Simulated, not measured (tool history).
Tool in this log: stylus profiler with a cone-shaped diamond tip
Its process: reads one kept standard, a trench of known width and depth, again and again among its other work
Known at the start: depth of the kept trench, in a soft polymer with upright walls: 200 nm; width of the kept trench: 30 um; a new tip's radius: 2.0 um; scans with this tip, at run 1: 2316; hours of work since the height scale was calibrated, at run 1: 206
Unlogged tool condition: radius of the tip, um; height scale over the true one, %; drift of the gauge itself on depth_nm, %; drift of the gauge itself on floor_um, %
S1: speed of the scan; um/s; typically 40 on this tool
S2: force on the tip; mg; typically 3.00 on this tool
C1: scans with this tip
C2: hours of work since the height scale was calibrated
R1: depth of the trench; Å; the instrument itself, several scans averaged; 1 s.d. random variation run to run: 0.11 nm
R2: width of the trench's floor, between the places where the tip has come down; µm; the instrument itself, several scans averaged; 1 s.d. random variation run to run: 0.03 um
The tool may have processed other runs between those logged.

run    day   S1    S2    C1   C2      R1     R2
  1  0.000   40  3.00  2316  206  2025.1  28.01
  2  0.683  120  3.00  2413  214  2024.4  27.68
  3  1.188  120  3.00  2485  221  2026.5  27.72
  4  1.542  120  3.00  2535  225  2025.7  27.71
  5  2.029  120  3.00  2604  231  2026.3  27.70
  6  2.500  120  3.00  2671  237  2025.2  27.78
  7  3.012  120  3.00  2744  244  2026.4  27.72
  8  3.542  120  3.00  2819  250  2025.8  27.71
  9  4.033  120  3.00  2889  257  2024.2  27.74
 10  4.533   12  3.00  2960  263  2023.5  28.05
     4.617  -- height scale calibrated on a step standard
 11  5.158   23  4.04  3046    7  2029.5  27.99
 12  5.829   58  2.89  3141   15  2024.2  27.85
 13  6.300   58  2.89  3208   21  2023.6  27.87
     6.962  -- height scale calibrated on a step standard, once more
 14  6.962   18  1.41  3300    0  2014.3  28.04
 15  7.475   12  1.69  3372    6  2018.1  28.01
 16  7.796   13  1.43  3418   10  2016.2  28.00
 17  8.258   30  3.35  3484   16  2027.6  27.90
 18  8.575   59  7.16  3529   20  2046.5  27.91
 19  8.938   59  7.16  3580   25  2045.8  27.91
 20  9.358   59  7.16  3640   30  2046.6  27.94

Alternative continuations, all from the tool just after run 20; predict every row:
  A  9.662  13  5.46  3683  34   ?   ?
  B  9.662  31  7.19  3683  34   ?   ?
  C  9.662  76  3.93  3683  34   ?   ?
  D  9.662  49  3.71  3683  34   ?   ?
  E  9.662  38  3.15  3683  34   ?   ?

run      R1     R2
  A  2037.6  28.03
  B  2045.7  28.02
  C  2029.5  27.79
  D  2029.2  27.87
  E  2027.4  27.90
Stripped of hidden state, with their random variation kept, the same runs would have yielded:
run      R1     R2
  A  2037.9  28.25
  B  2046.0  28.23
  C  2029.8  28.00
  D  2029.5  28.09
  E  2027.7  28.11
